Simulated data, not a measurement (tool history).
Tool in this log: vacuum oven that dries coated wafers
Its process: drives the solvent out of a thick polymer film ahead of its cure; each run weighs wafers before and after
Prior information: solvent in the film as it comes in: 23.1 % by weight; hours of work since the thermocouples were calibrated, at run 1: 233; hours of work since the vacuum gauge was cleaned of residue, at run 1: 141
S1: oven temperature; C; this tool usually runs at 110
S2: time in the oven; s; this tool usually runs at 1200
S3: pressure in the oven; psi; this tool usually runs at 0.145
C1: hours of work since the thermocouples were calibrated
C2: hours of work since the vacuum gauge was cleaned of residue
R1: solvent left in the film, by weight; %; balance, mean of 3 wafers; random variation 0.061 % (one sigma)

run     day   S1    S2     S3   C1   C2    R1
  1       0  110  1200  0.145  233  141   3.8
  2   0.754  110  1200  0.145  243  152   3.7
  3   1.433  110   900  0.145  253  161  5.27
  4   2.525  110   900  0.145  268  176  5.29
  5    3.35  110  1200  0.145  279  188  3.75
  6   4.446  110  1200  0.145  295  203  3.67
  7   5.354  110  1200  0.145  307  216  3.82
  8    6.05  110  1200  0.145  317  225  3.88
  9   7.121  110  1200  0.145  332  240  3.96
 10   7.783  110  1200  0.145  341  249  3.88
 11   8.329  119   780   0.18  348  257  4.25
 12   9.517  118  1320  0.129  365  273  1.98
 13  10.467  118  1320  0.129  378  287  1.97
 14  11.162  118  1320  0.129  388  296  2.06
 15  11.642  118   960  0.129  394  303  3.19

5 options for the next run, each taken on its own from the tool as it stands now. Forecast them:
  A  12.633  118   660  0.129  408  317   ?
  B  12.633  110  1200  0.302  408  317   ?
  C  12.633  110   960  0.403  408  317   ?
  D  12.633  118   960  0.547  408  317   ?
  E  12.633  106   960  0.178  408  317   ?

run    R1
  A  5.11
  B   5.3
  C  7.17
  D  6.04
  E  6.29
Take away the tool's hidden state, keep each run's random variation, and the runs would have read:
run    R1
  A  4.82
  B  4.95
  C  6.79
  D  5.72
  E  5.92
